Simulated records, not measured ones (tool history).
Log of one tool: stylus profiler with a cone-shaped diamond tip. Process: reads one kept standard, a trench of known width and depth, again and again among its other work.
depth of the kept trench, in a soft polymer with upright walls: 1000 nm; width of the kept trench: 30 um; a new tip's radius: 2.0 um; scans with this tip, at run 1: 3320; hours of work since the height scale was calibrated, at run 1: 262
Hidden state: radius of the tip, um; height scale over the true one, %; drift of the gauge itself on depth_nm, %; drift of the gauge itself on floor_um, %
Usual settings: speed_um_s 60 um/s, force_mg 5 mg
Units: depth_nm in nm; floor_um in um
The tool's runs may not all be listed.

run	hour	speed_um_s	force_mg	scans with this tip	hours of work since the height scale was calibrated	depth_nm	floor_um
1	0	60	5	3320	262	1010.14	25.71
2	24.7	60	5	3527	278	1009.93	25.7
3	54.9	48	5	3779	298	1009.98	25.62
4	82.1	60	3.4	4007	316	1007.47	25.57
5	97.8	60	3.4	4139	326	1007.39	25.48
6	128.2	60	3.4	4392	346	1007.55	25.48
7	155.4	60	3.4	4621	364	1007.4	25.49
8	186.5	60	5	4880	385	1009.82	25.46
9	202.7	60	5	5016	396	1009.72	25.4
10	228	60	5	5228	412	1009.86	25.33
11	253.9	60	5	5445	429	1009.74	25.28
12	270.5	60	5	5583	440	1009.62	25.35
13	290.8	60	4.37	5753	454	1008.77	25.17
14	314.8	28	5.17	5953	469	1009.78	25.28
15	327.9	192	8.52	6063	478	1014.24	25.02

Run 16 comes next. What will it give?
16	359	50	7.58	6324	499	?	?

{"run 16": {"depth_nm": 1013.01, "floor_um": 25.16}}
Without the tool's hidden state the same run would have given depth_nm 1014.11 nm, floor_um 26.39 um.
